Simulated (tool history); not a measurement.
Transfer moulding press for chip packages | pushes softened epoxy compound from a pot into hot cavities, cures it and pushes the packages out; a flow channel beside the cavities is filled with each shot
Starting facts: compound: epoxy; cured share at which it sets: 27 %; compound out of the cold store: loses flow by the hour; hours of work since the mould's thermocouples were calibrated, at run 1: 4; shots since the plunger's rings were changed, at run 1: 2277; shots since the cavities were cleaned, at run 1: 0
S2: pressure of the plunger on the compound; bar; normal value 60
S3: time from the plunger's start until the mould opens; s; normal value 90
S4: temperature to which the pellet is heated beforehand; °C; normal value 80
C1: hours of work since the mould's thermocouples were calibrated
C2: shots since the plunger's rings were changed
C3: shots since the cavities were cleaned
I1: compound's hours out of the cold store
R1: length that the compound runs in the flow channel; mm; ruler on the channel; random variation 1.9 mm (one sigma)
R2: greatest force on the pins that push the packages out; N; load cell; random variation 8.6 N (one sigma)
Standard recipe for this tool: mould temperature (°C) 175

{"run": 1, "hour": 0.0, "mould temperature (°C)": 175, "S2": 60, "S3": 90, "S4": 80, "C1": 4, "C2": 2277, "C3": 0, "I1": 47.4, "R1": 564, "R2": 348}
{"hour": 39.5, "done": "cavities cleaned with cleaning compound and waxed"}
{"run": 2, "hour": 42.7, "mould temperature (°C)": 175, "S2": 60, "S3": 90, "S4": 71, "C1": 29, "C2": 2817, "C3": 43, "I1": 9.3, "R1": 642, "R2": 431}
{"hour": 80.4, "done": "cavities cleaned with cleaning compound and waxed"}
{"hour": 93.2, "done": "plunger's sealing rings changed"}
{"run": 3, "hour": 103.0, "mould temperature (°C)": 175, "S2": 60, "S3": 90, "S4": 80, "C1": 64, "C2": 128, "C3": 263, "I1": 40.7, "R1": 582, "R2": 607}
{"hour": 123.9, "done": "cavities cleaned with cleaning compound and waxed"}
{"run": 4, "hour": 150.9, "mould temperature (°C)": 175, "S2": 60, "S3": 90, "S4": 80, "C1": 93, "C2": 737, "C3": 354, "I1": 12.9, "R1": 641, "R2": 645}
{"hour": 167.6, "done": "cavities cleaned with cleaning compound and waxed"}
{"run": 5, "hour": 178.3, "mould temperature (°C)": 175, "S2": 60, "S3": 90, "S4": 80, "C1": 109, "C2": 1075, "C3": 139, "I1": 43.4, "R1": 575, "R2": 517}
{"hour": 207.8, "done": "cavities cleaned with cleaning compound and waxed"}
{"run": 6, "hour": 230.9, "mould temperature (°C)": 175, "S2": 60, "S3": 90, "S4": 80, "C1": 141, "C2": 1743, "C3": 301, "I1": 16.1, "R1": 628, "R2": 643}
{"hour": 251.1, "done": "cavities cleaned with cleaning compound and waxed"}
{"run": 7, "hour": 266.5, "mould temperature (°C)": 175, "S2": 60, "S3": 90, "S4": 80, "C1": 162, "C2": 2191, "C3": 202, "I1": 42.4, "R1": 576, "R2": 564}
{"hour": 290.6, "done": "cavities cleaned with cleaning compound and waxed"}
{"run": 8, "hour": 291.1, "mould temperature (°C)": 175, "S2": 60, "S3": 90, "S4": 90, "C1": 176, "C2": 2493, "C3": 6, "I1": 30.9, "R1": 591, "R2": 368}
{"hour": 330.1, "done": "cavities cleaned with cleaning compound and waxed"}
{"run": 9, "hour": 331.7, "mould temperature (°C)": 175, "S2": 60, "S3": 90, "S4": 90, "C1": 201, "C2": 3005, "C3": 22, "I1": 19.4, "R1": 615, "R2": 389}
{"hour": 362.0, "done": "plunger's sealing rings changed"}
{"hour": 373.6, "done": "cavities cleaned with cleaning compound and waxed"}
{"run": 10, "hour": 389.0, "mould temperature (°C)": 175, "S2": 59.7, "S3": 90, "S4": 80, "C1": 234, "C2": 334, "C3": 202, "I1": 42.8, "R1": 579, "R2": 555}
{"hour": 413.4, "done": "cavities cleaned with cleaning compound and waxed"}
{"run": 11, "hour": 436.5, "mould temperature (°C)": 175, "S2": 60, "S3": 90, "S4": 80, "C1": 262, "C2": 935, "C3": 302, "I1": 18.4, "R1": 628, "R2": 638}
{"hour": 452.5, "done": "cavities cleaned with cleaning compound and waxed"}
{"hour": 491.3, "done": "cavities cleaned with cleaning compound and waxed"}
{"run": 12, "hour": 494.7, "mould temperature (°C)": 175, "S2": 60, "S3": 90, "S4": 80, "C1": 296, "C2": 1658, "C3": 43, "I1": 43.2, "R1": 574, "R2": 399}
{"run": 13, "hour": 522.3, "mould temperature (°C)": 175, "S2": 57.7, "S3": 90, "S4": 80, "C1": 314, "C2": 2020, "C3": 405, "I1": 42.2, "R1": 562, "R2": 640}
{"hour": 533.2, "done": "cavities cleaned with cleaning compound and waxed"}
{"hour": 573.3, "done": "cavities cleaned with cleaning compound and waxed"}
{"run": 14, "hour": 573.3, "mould temperature (°C)": 175, "S2": 57.7, "S3": 90, "S4": 80, "C1": 343, "C2": 2648, "C3": 0, "I1": 17.8, "R1": 611, "R2": 349}
{"run": 15, "hour": 601.6, "mould temperature (°C)": 175, "S2": 60, "S3": 108, "S4": 83, "C1": 361, "C2": 3019, "C3": 371, "I1": 29.2, "R1": 596, "R2": 530}
{"hour": 614.3, "done": "cavities cleaned with cleaning compound and waxed"}
{"run": 16, "hour": 628.5, "mould temperature (°C)": 175, "S2": 60, "S3": 108, "S4": 87, "C1": 377, "C2": 3352, "C3": 186, "I1": 36.1, "R1": 582, "R2": 422}
{"hour": 636.0, "done": "plunger's sealing rings changed"}
{"hour": 656.4, "done": "cavities cleaned with cleaning compound and waxed"}
{"run": 17, "hour": 683.1, "mould temperature (°C)": 175, "S2": 60, "S3": 108, "S4": 87, "C1": 408, "C2": 597, "C3": 350, "I1": 18.3, "R1": 629, "R2": 526}
{"hour": 697.3, "done": "cavities cleaned with cleaning compound and waxed"}
{"run": 18, "hour": 726.2, "mould temperature (°C)": 175, "S2": 60, "S3": 108, "S4": 87, "C1": 434, "C2": 1141, "C3": 377, "I1": 25.4, "R1": 610, "R2": 521}

What does the tool deliver on the next run?
{"hour": 738.5, "done": "cavities cleaned with cleaning compound and waxed"}
{"run": 19, "hour": 751.8, "mould temperature (°C)": 175, "S2": 60, "S3": 108, "S4": 87, "C1": 449, "C2": 1456, "C3": 173, "I1": 27, "R1": "?", "R2": "?"}

Run 19 yielded R1 605 mm, R2 413 N.
With the hidden condition absent and the run-to-run variation left alone, this run would have shown R1 614 mm, R2 274 N.
